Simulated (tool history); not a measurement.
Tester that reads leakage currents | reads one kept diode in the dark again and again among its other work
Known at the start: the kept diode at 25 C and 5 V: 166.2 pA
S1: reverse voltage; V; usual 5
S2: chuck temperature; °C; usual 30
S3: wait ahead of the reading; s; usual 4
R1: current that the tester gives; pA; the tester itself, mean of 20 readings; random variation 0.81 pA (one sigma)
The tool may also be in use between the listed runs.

run 1 day=0 | S1=5 S2=30 S3=4 | R1=293.4
run 2 day=4.283 | S1=5 S2=30 S3=4 | R1=294.55
run 3 day=6.562 | S1=5 S2=30 S3=1.12 | R1=296.25
run 4 day=10.017 | S1=5 S2=30 S3=1.12 | R1=297.69
run 5 day=15.142 | S1=5 S2=30 S3=1.12 | R1=300.04
run 6 day=19.021 | S1=5 S2=30 S3=1.12 | R1=299.58
run 7 day=22.45 | S1=5 S2=30 S3=0.64 | R1=303.21
run 8 day=27 | S1=5 S2=30 S3=0.64 | R1=304.41
run 9 day=31.592 | S1=5 S2=30 S3=1.97 | R1=305.29
run 10 day=34.475 | S1=5 S2=47 S3=4 | R1=1352.98
-- day=36.192 probe card cleaned and baked
run 11 day=38.554 | S1=5 S2=47 S3=4 | R1=1362.38
run 12 day=42.454 | S1=5 S2=47 S3=4 | R1=1368.64
run 13 day=46.942 | S1=5 S2=30 S3=4 | R1=306.73
-- day=48.679 chuck's temperature calibrated
run 14 day=50.512 | S1=5 S2=30 S3=4 | R1=265.86
run 15 day=53.929 | S1=5 S2=30 S3=4 | R1=268.43
run 16 day=57.042 | S1=5 S2=30 S3=4 | R1=266.98
run 17 day=59.325 | S1=5 S2=30 S3=4 | R1=268.68
run 18 day=61.679 | S1=5 S2=35 S3=4 | R1=425.48
run 19 day=66.204 | S1=3.47 S2=30 S3=4 | R1=240.07
run 20 day=71.683 | S1=8.91 S2=30 S3=4 | R1=330.51
run 21 day=74.4 | S1=4.71 S2=34 S3=0.35 | R1=389.51
run 22 day=78.071 | S1=7.74 S2=48 S3=0.45 | R1=1562.69
run 23 day=81.983 | S1=2.22 S2=47 S3=6.96 | R1=955.21
run 24 day=85.083 | S1=16.52 S2=22 S3=1.3 | R1=197.34
run 25 day=90.462 | S1=16.52 S2=31 S3=0.53 | R1=466.8
run 26 day=94.696 | S1=5 S2=30 S3=1.56 | R1=279.98
run 27 day=98.862 | S1=5 S2=30 S3=1.56 | R1=282.1
run 28 day=102.983 | S1=5 S2=60 S3=1.56 | R1=3621.21
run 29 day=106.058 | S1=5 S2=60 S3=1.56 | R1=3628.44
run 30 day=111.45 | S1=5.75 S2=26 S3=4 | R1=205.49
-- day=112.583 probe card cleaned and baked
run 31 day=116.629 | S1=5.75 S2=26 S3=4 | R1=204.67
run 32 day=118.883 | S1=5.75 S2=26 S3=4 | R1=206.11
run 33 day=121.525 | S1=5.75 S2=26 S3=4 | R1=206.47
run 34 day=123.742 | S1=5.75 S2=26 S3=4 | R1=207.22
run 35 day=128.738 | S1=4.61 S2=30 S3=0.42 | R1=285.94
run 36 day=131.233 | S1=3.87 S2=30 S3=4 | R1=265.74
run 37 day=133.508 | S1=5 S2=30 S3=0.93 | R1=291.86
run 38 day=137.142 | S1=11.55 S2=30 S3=4 | R1=385.32
run 39 day=139.583 | S1=18.98 S2=30 S3=8.62 | R1=456.23
run 40 day=142.058 | S1=4.35 S2=51 S3=1.27 | R1=1749.2

Measured less the same run without the tool's hidden state. The same run-to-run variation is in both; the gauge's scatter may not be:
The hidden state here: stray current of the dirty probe card, pA a volt; current scale over the true one, %; true chuck temperature over the reading, C; drift of the gauge itself on leakage_pa, %.
run=1 R1=+24.08
run=2 R1=+25.66
run=3 R1=+26.55
run=4 R1=+27.78
run=5 R1=+29.75
run=6 R1=+30.92
run=7 R1=+32.32
run=8 R1=+33.89
run=9 R1=+35.51
run=10 R1=+140.96
run=11 R1=+144.37
run=12 R1=+150
run=13 R1=+38.4
run=14 R1=-2.52
run=15 R1=-1.39
run=16 R1=-0.38
run=17 R1=+0.29
run=18 R1=+1.35
run=19 R1=+2.11
run=20 R1=+6.08
run=21 R1=+7.07
run=22 R1=+31.06
run=23 R1=+21.78
run=24 R1=+10.57
run=25 R1=+20.39
run=26 R1=+11.98
run=27 R1=+13.39
run=28 R1=+145.48
run=29 R1=+156.86
run=30 R1=+14.01
run=31 R1=+12.39
run=32 R1=+13.02
run=33 R1=+13.65
run=34 R1=+14.3
run=35 R1=+20.55
run=36 R1=+19.88
run=37 R1=+22.52
run=38 R1=+32.13
run=39 R1=+40.25
run=40 R1=+132.47
